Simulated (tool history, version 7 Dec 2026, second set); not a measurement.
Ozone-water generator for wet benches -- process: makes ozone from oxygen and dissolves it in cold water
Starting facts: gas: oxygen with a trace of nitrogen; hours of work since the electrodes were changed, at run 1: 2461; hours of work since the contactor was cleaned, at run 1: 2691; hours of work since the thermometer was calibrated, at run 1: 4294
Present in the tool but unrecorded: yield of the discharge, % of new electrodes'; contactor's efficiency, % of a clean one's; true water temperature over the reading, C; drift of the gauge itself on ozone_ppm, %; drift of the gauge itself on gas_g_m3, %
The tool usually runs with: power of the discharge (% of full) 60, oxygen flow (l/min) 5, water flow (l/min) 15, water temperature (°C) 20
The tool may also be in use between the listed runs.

run,day,power of the discharge (% of full),oxygen flow (l/min),water flow (l/min),water temperature (°C),hours of work since the electrodes were changed,hours of work since the contactor was cleaned,hours of work since the thermometer was calibrated,dissolved ozone (ppm),ozone in the gas ahead of the water (g/m3)
1,0,60,5,15,20,2461,2691,4294,17,160.3
2,5.908,60,5,15,20,2600,2830,4433,17.1,161
3,12.742,60,5,15,20,2761,2991,4594,17,160.6
4,20.829,60,6.09,15,20,2951,3181,4784,16.2,140.6
5,28.646,60,5,15,18,3135,3365,4968,17.4,160.4
6,33.096,60,5,15,15,3240,3470,5073,18.4,161.4
7,37.562,60,5,15,15,3345,3575,5178,18.2,160
# day 40.438: contactor cleaned
8,45.483,60,5,15,15,3528,119,5360,18.7,161.5
9,50.708,60,5,15,15,3651,242,5483,18.4,161.4
10,54.571,60,5,15,15,3741,333,5574,18.3,159.3
11,59.304,60,5,15,15,3853,444,5686,18.4,160.4
# day 60.062: water thermometer calibrated
12,67.462,60,5,15,20,4044,636,174,16.9,162.8
13,72.608,60,7.32,15,20,4166,757,295,15.4,124.2
14,78.95,60,2.72,15,20,4315,906,445,18.6,243.4
15,82.538,70,8.12,20,16,4399,991,529,14.5,125.7
16,88.754,54,3.56,13,18,4546,1137,675,19.5,192.2
17,97.054,60,5,13,27,4741,1332,871,16.5,161.3
18,105,93,7.29,17,17,4928,1519,1058,19.3,161.3
19,113.054,93,8.24,22,17,5118,1709,1247,15.6,146.6
20,117.962,82,8.24,16,17,5233,1824,1363,18.1,135.6
21,123.704,86,3.34,14,21,5368,1960,1498,23.6,261.1
22,130.471,86,3.34,14,21,5528,2119,1657,22.9,259.9
23,135.183,47,2.99,17,21,5639,2230,1768,14.1,198.9
24,140.283,52,5,15,20,5759,2350,1888,15.6,149.5
25,148.258,95,4.87,18,20,5946,2538,2076,19.2,212.5
26,156.021,95,4.87,18,20,6129,2720,2259,19.2,211.4
27,163.712,50,5.06,15,20,6310,2901,2440,15.2,143.6
28,171.279,51,5.06,15,24,6488,3079,2618,14.3,144.8

Here are 5 independent what-if runs from the current tool condition. What would each one return?
A,178.533,60,4.26,22,21,6659,3250,2789,?,?
B,178.533,86,5,22,20,6659,3250,2789,?,?
C,178.533,94,4.17,9,20,6659,3250,2789,?,?
D,178.533,60,8.89,17,23,6659,3250,2789,?,?
E,178.533,78,4.64,15,12,6659,3250,2789,?,?

run,dissolved ozone (ppm),ozone in the gas ahead of the water (g/m3)
A,12.4,179.8
B,15.2,196.6
C,32.6,234.1
D,12.7,107.3
E,22.5,197.1
What these runs would have given with no unlogged condition in the tool:
run,dissolved ozone (ppm),ozone in the gas ahead of the water (g/m3)
A,12.5,180.1
B,15.2,196.9
C,32.7,234.5
D,12.7,107.5
E,22.6,197.4
